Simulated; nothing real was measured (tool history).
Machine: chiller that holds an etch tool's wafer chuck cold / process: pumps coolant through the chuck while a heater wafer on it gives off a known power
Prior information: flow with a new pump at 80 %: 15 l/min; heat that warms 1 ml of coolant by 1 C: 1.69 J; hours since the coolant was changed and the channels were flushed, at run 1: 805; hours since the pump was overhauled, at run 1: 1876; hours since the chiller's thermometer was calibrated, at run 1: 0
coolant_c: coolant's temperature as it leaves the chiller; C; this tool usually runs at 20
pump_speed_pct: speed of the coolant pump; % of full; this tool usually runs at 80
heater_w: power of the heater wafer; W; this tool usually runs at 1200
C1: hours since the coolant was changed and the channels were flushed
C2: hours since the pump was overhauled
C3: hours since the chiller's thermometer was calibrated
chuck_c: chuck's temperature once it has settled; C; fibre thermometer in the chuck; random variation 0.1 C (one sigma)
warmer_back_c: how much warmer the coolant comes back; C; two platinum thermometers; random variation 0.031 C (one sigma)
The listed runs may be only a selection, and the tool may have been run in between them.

Run 1, hour 0: usual settings; C1 805; C2 1876; C3 0. Result: chuck_c 27.7 C, warmer_back_c 2.87 C.
Run 2, hour 97.8: usual settings; C1 902; C2 1974; C3 98. Result: chuck_c 27.9 C, warmer_back_c 2.83 C.
Run 3, hour 249.4: usual settings; C1 1054; C2 2125; C3 249. Result: chuck_c 27.6 C, warmer_back_c 2.84 C.
Run 4, hour 428.8: usual settings; C1 1233; C2 2305; C3 429. Result: chuck_c 27.7 C, warmer_back_c 2.87 C.
Run 5, hour 527.3: usual settings; C1 1332; C2 2403; C3 527. Result: chuck_c 27.7 C, warmer_back_c 2.83 C.
Run 6, hour 642.5: usual settings; C1 1447; C2 2518; C3 642. Result: chuck_c 27.8 C, warmer_back_c 2.82 C.
Run 7, hour 760.7: usual settings but pump_speed_pct 85 % of full; C1 1565; C2 2637; C3 761. Result: chuck_c 27.3 C, warmer_back_c 2.71 C.
Run 8, hour 906: usual settings but heater_w 888 W; C1 1710; C2 2782; C3 906. Result: chuck_c 26 C, warmer_back_c 2.08 C.
Run 9, hour 1005: usual settings but heater_w 888 W; C1 1810; C2 2881; C3 1005. Result: chuck_c 25.6 C, warmer_back_c 2.12 C.
Run 10, hour 1096.4: usual settings but heater_w 888 W; C1 1901; C2 2972; C3 1096. Result: chuck_c 25.7 C, warmer_back_c 2.06 C.
Run 11, hour 1293.6: usual settings but heater_w 888 W; C1 2098; C2 3170; C3 1294. Result: chuck_c 25.8 C, warmer_back_c 2.09 C.
Run 12, hour 1463.2: usual settings but coolant_c 17 C, pump_speed_pct 97 % of full; C1 2268; C2 3339; C3 1463. Result: chuck_c 23.5 C, warmer_back_c 2.37 C.
Run 13, hour 1636.1: usual settings but coolant_c 17 C, pump_speed_pct 97 % of full; C1 2441; C2 3512; C3 1636. Result: chuck_c 23.6 C, warmer_back_c 2.39 C.
Run 14, hour 1830.5: usual settings but coolant_c 12 C, pump_speed_pct 67 % of full, heater_w 697 W; C1 2635; C2 3706; C3 1830. Result: chuck_c 17.3 C, warmer_back_c 2.03 C.
Run 15, hour 1992.8: usual settings but coolant_c 12 C, pump_speed_pct 66 % of full, heater_w 1786 W; C1 2797; C2 3869; C3 1993. Result: chuck_c 25.6 C, warmer_back_c 5.14 C.
Run 16, hour 2181.2: usual settings but pump_speed_pct 62 % of full, heater_w 1287 W; C1 2986; C2 4057; C3 2181. Result: chuck_c 30.4 C, warmer_back_c 3.88 C.

Below are 5 alternative next runs, each starting from the tool's condition after run 16. Predict each:
Run A, hour 2293.6: usual settings but pump_speed_pct 99 % of full; C1 3098; C2 4169; C3 2294. Result: chuck_c ?, warmer_back_c ?.
Run B, hour 2293.6: usual settings but coolant_c 14 C, pump_speed_pct 84 % of full, heater_w 941 W; C1 3098; C2 4169; C3 2294. Result: chuck_c ?, warmer_back_c ?.
Run C, hour 2293.6: usual settings but coolant_c 23 C, pump_speed_pct 62 % of full, heater_w 1287 W; C1 3098; C2 4169; C3 2294. Result: chuck_c ?, warmer_back_c ?.
Run D, hour 2293.6: usual settings but pump_speed_pct 62 % of full, heater_w 1131 W; C1 3098; C2 4169; C3 2294. Result: chuck_c ?, warmer_back_c ?.
Run E, hour 2293.6: usual settings but coolant_c 15 C, pump_speed_pct 62 % of full, heater_w 928 W; C1 3098; C2 4169; C3 2294. Result: chuck_c ?, warmer_back_c ?.

run  chuck_c  warmer_back_c
  A     26.3           2.33
  B     19.7           2.15
  C     33.3           3.96
  D     29.1           3.44
  E     22.4           2.81
What these runs would have given with no unlogged condition in the tool:
run  chuck_c  warmer_back_c
  A     26.3           2.33
  B     19.7           2.15
  C     33.3           3.96
  D     29.1           3.44
  E     22.3           2.81
